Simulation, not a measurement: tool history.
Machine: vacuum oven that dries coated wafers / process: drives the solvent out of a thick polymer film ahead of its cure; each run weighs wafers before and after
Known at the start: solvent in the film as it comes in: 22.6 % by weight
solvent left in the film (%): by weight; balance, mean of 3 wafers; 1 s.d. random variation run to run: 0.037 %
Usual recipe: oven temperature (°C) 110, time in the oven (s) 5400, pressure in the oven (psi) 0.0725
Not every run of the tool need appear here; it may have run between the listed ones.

run   hour  oven temperature (°C)  time in the oven (s)  pressure in the oven (psi)  solvent left in the film (%)
  1    0.0                    110                  5400                      0.0725                          2.06
  2   10.8                    110                  5400                      0.0725                          2.11
  3   19.8                    100                  5400                      0.0725                          4.69
  4   30.6                    100                  5400                      0.0725                          4.78
  5   42.2                    100                  5400                      0.0725                          4.75
  6   53.8                    110                  5400                      0.0629                          2.08
  7   60.4                    110                  6120                      0.0629                          1.70
      63.7  -- oven's thermocouples calibrated
  8   75.8                    110                  6120                      0.0629                          1.60
  9   84.1                    110                  6120                      0.0629                          1.58
 10   96.5                    110                  6120                      0.0629                          1.64
 11  106.3                    100                  6120                      0.1891                          4.87
 12  118.2                    100                  6120                      0.1891                          4.77
 13  126.0                    121                  3360                      0.0950                          1.90
     134.2  -- oven's thermocouples calibrated, once more
 14  141.4                    121                  3360                      0.0950                          2.05
 15  147.5                    110                  5400                      0.2408                          3.13
 16  154.2                    110                  5400                      0.2408                          3.13
 17  164.2                    117                  4740                      0.1833                          1.90
 18  170.4                    118                  3060                      0.0725                          3.05

Here are 5 independent what-if runs from the current tool condition. What would each one return?
  A  177.5                    118                  4140                      0.0779                             ?
  B  177.5                    109                  6180                      0.0438                             ?
  C  177.5                    118                  5400                      0.1945                             ?
  D  177.5                    110                  3780                      0.0725                             ?
  E  177.5                    118                  2820                      0.0373                             ?

run  solvent left in the film (%)
  A                          1.73
  B                          1.69
  C                          1.55
  D                          3.99
  E                          3.29
Take away the tool's hidden state, keep each run's random variation, and the runs would have read:
run  solvent left in the film (%)
  A                          1.67
  B                          1.61
  C                          1.49
  D                          3.90
  E                          3.21

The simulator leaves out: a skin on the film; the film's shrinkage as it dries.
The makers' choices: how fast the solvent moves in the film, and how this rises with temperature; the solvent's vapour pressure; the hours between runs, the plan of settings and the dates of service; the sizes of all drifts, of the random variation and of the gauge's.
